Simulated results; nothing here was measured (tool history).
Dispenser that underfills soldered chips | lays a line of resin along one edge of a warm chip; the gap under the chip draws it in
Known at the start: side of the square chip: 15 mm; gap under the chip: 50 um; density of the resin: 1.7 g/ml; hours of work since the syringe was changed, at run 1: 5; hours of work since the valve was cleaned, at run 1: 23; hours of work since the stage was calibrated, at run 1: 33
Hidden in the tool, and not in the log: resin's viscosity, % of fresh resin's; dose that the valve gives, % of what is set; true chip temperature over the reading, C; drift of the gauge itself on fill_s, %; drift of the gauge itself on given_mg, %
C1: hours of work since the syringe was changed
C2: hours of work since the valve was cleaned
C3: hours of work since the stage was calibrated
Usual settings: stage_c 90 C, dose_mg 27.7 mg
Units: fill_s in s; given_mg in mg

Run 1, day 0.000: usual settings; C1 5; C2 23; C3 33. Result: fill_s 131.0 s, given_mg 27.54 mg.
At day 0.042: new syringe of resin.
Run 2, day 0.233: usual settings but dose_mg 28.0 mg; C1 3; C2 27; C3 36. Result: fill_s 114.7 s, given_mg 27.91 mg.
At day 0.375: new syringe of resin.
Run 3, day 0.462: usual settings but dose_mg 28.0 mg; C1 1; C2 30; C3 40. Result: fill_s 99.1 s, given_mg 27.92 mg.
Run 4, day 0.600: usual settings but dose_mg 28.0 mg; C1 4; C2 32; C3 42. Result: fill_s 119.9 s, given_mg 27.77 mg.
At day 0.717: new syringe of resin.
Run 5, day 0.762: usual settings but dose_mg 28.0 mg; C1 1; C2 35; C3 45. Result: fill_s 93.8 s, given_mg 27.73 mg.
Run 6, day 0.967: usual settings but dose_mg 28.0 mg; C1 4; C2 38; C3 48. Result: fill_s 122.9 s, given_mg 27.62 mg.
At day 1.067: new syringe of resin.
Run 7, day 1.171: usual settings; C1 2; C2 41; C3 51. Result: fill_s 104.4 s, given_mg 27.38 mg.
At day 1.400: new syringe of resin.
Run 8, day 1.425: usual settings but dose_mg 25.3 mg; C1 0; C2 45; C3 55. Result: fill_s 90.2 s, given_mg 25.05 mg.
Run 9, day 1.583: usual settings but dose_mg 25.3 mg; C1 3; C2 48; C3 57. Result: fill_s 112.8 s, given_mg 24.99 mg.
At day 1.738: new syringe of resin.
Run 10, day 1.775: usual settings but stage_c 84 C; C1 1; C2 50; C3 60. Result: fill_s 122.0 s, given_mg 27.36 mg.
Run 11, day 2.008: usual settings but stage_c 84 C; C1 4; C2 54; C3 64. Result: fill_s 167.3 s, given_mg 27.35 mg.
At day 2.083: new syringe of resin.
Run 12, day 2.192: usual settings but stage_c 84 C; C1 2; C2 57; C3 67. Result: fill_s 131.6 s, given_mg 27.29 mg.
At day 2.433: new syringe of resin.
Run 13, day 2.433: usual settings but stage_c 84 C; C1 0; C2 61; C3 71. Result: fill_s 113.1 s, given_mg 27.13 mg.
Run 14, day 2.567: usual settings but dose_mg 35.6 mg; C1 2; C2 63; C3 73. Result: fill_s 101.4 s, given_mg 35.10 mg.
At day 2.771: new syringe of resin.
Run 15, day 2.771: usual settings but dose_mg 35.6 mg; C1 0; C2 66; C3 76. Result: fill_s 87.4 s, given_mg 35.06 mg.
Run 16, day 3.029: usual settings; C1 4; C2 70; C3 80. Result: fill_s 128.4 s, given_mg 27.25 mg.
At day 3.112: new syringe of resin.
Run 17, day 3.317: usual settings; C1 3; C2 75; C3 85. Result: fill_s 116.5 s, given_mg 27.08 mg.
At day 3.467: new syringe of resin.
Run 18, day 3.583: usual settings; C1 2; C2 79; C3 89. Result: fill_s 100.8 s, given_mg 27.06 mg.
At day 3.817: new syringe of resin.
Run 19, day 3.817: usual settings but stage_c 92 C, dose_mg 33.6 mg; C1 0; C2 82; C3 92. Result: fill_s 77.0 s, given_mg 32.93 mg.
Run 20, day 4.071: usual settings but stage_c 94 C, dose_mg 32.9 mg; C1 4; C2 86; C3 96. Result: fill_s 102.0 s, given_mg 31.99 mg.
At day 4.154: new syringe of resin.
Run 21, day 4.238: usual settings but stage_c 94 C, dose_mg 32.9 mg; C1 1; C2 89; C3 99. Result: fill_s 79.3 s, given_mg 32.07 mg.
Run 22, day 4.421: usual settings but stage_c 94 C, dose_mg 32.9 mg; C1 4; C2 92; C3 102. Result: fill_s 100.8 s, given_mg 31.98 mg.
At day 4.488: new syringe of resin.
Run 23, day 4.588: usual settings but stage_c 94 C, dose_mg 32.9 mg; C1 2; C2 94; C3 104. Result: fill_s 81.8 s, given_mg 31.96 mg.
Run 24, day 4.704: usual settings but stage_c 94 C, dose_mg 32.9 mg; C1 3; C2 96; C3 106. Result: fill_s 96.6 s, given_mg 32.02 mg.
At day 4.829: new syringe of resin.
Run 25, day 4.967: usual settings but stage_c 89 C, dose_mg 28.4 mg; C1 2; C2 100; C3 110. Result: fill_s 111.5 s, given_mg 27.63 mg.
Run 26, day 5.129: usual settings but stage_c 89 C, dose_mg 28.4 mg; C1 5; C2 103; C3 113. Result: fill_s 137.9 s, given_mg 27.61 mg.
At day 5.162: new syringe of resin.
Run 27, day 5.400: usual settings but stage_c 89 C, dose_mg 28.4 mg; C1 4; C2 107; C3 117. Result: fill_s 124.2 s, given_mg 27.60 mg.
At day 5.504: new syringe of resin.
Run 28, day 5.658: usual settings but stage_c 89 C, dose_mg 28.4 mg; C1 2; C2 111; C3 121. Result: fill_s 110.9 s, given_mg 27.41 mg.
Run 29, day 5.821: usual settings but stage_c 89 C, dose_mg 28.4 mg; C1 5; C2 114; C3 124. Result: fill_s 136.6 s, given_mg 27.36 mg.
At day 5.842: new syringe of resin.
Run 30, day 5.942: usual settings but dose_mg 31.5 mg; C1 2; C2 116; C3 125. Result: fill_s 96.2 s, given_mg 30.49 mg.
Run 31, day 6.100: usual settings but stage_c 100 C, dose_mg 36.0 mg; C1 4; C2 118; C3 128. Result: fill_s 76.7 s, given_mg 34.63 mg.
At day 6.188: new syringe of resin.
Run 32, day 6.350: usual settings but stage_c 96 C, dose_mg 28.0 mg; C1 3; C2 122; C3 132. Result: fill_s 83.2 s, given_mg 27.01 mg.
At day 6.479: dispensing valve cleaned and set on the balance.
At day 6.579: new syringe of resin.
Run 33, day 6.621: usual settings but stage_c 94 C, dose_mg 34.5 mg; C1 1; C2 2; C3 135. Result: fill_s 73.7 s, given_mg 34.32 mg.
Run 34, day 6.775: usual settings but stage_c 86 C, dose_mg 27.6 mg; C1 3; C2 5; C3 138. Result: fill_s 131.3 s, given_mg 27.50 mg.
At day 6.912: new syringe of resin.
Run 35, day 7.004: usual settings but stage_c 77 C, dose_mg 28.9 mg; C1 2; C2 8; C3 141. Result: fill_s 171.5 s, given_mg 28.81 mg.

Forecast each of these 3 alternatives for the next run:
Run A, day 7.150: usual settings but dose_mg 32.1 mg; C1 4; C2 10; C3 144. Result: fill_s ?, given_mg ?.
Run B, day 7.150: usual settings but stage_c 85 C, dose_mg 31.1 mg; C1 4; C2 10; C3 144. Result: fill_s ?, given_mg ?.
Run C, day 7.150: usual settings but dose_mg 30.2 mg; C1 4; C2 10; C3 144. Result: fill_s ?, given_mg ?.

run  fill_s  given_mg
  A   116.0     31.96
  B   143.5     30.94
  C   120.9     30.05
Without the tool's hidden state the same runs would have given:
run  fill_s  given_mg
  A    87.0     32.08
  B   107.7     31.06
  C    90.9     30.16
